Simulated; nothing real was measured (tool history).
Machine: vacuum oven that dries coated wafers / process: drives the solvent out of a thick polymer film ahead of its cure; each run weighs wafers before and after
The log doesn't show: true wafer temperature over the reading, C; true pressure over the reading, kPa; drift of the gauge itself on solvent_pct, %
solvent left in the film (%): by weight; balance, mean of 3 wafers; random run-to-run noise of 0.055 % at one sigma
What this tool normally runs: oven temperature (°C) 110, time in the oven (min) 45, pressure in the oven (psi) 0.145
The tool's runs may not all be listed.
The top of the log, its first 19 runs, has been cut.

run	hour	oven temperature (°C)	time in the oven (min)	pressure in the oven (psi)	hours of work since the thermocouples were calibrated	hours of work since the vacuum gauge was cleaned of residue	solvent left in the film (%)
20	187.2	125	30	0.096	407	381	1.49
21	194.2	125	30	0.096	413	386	1.37
22	205.2	110	36	0.145	421	395	3.02
23	217.6	106	29	0.145	431	405	4.51
24	223.7	102	30	0.145	436	409	5.04
25	235.7	113	49	0.139	445	419	1.71
26	243.2	118	37	0.231	451	424	2.15
27	253.2	118	33	0.126	459	432	2.04
28	261.5	123	45	0.099	465	439	0.84
29	268.7	108	24	0.139	471	444	4.84
30	279.5	117	73	0.145	479	453	0.86

Below are 3 alternative next runs, each starting from the tool's condition after run 30. Predict each:
A	290.5	110	45	0.371	488	461	?
B	290.5	119	41	0.228	488	461	?
C	290.5	109	43	0.145	488	461	?

run	solvent left in the film (%)
A	3.17
B	1.76
C	2.53
Take away the tool's hidden state, keep each run's random variation, and the runs would have read:
run	solvent left in the film (%)
A	2.99
B	1.63
C	2.36
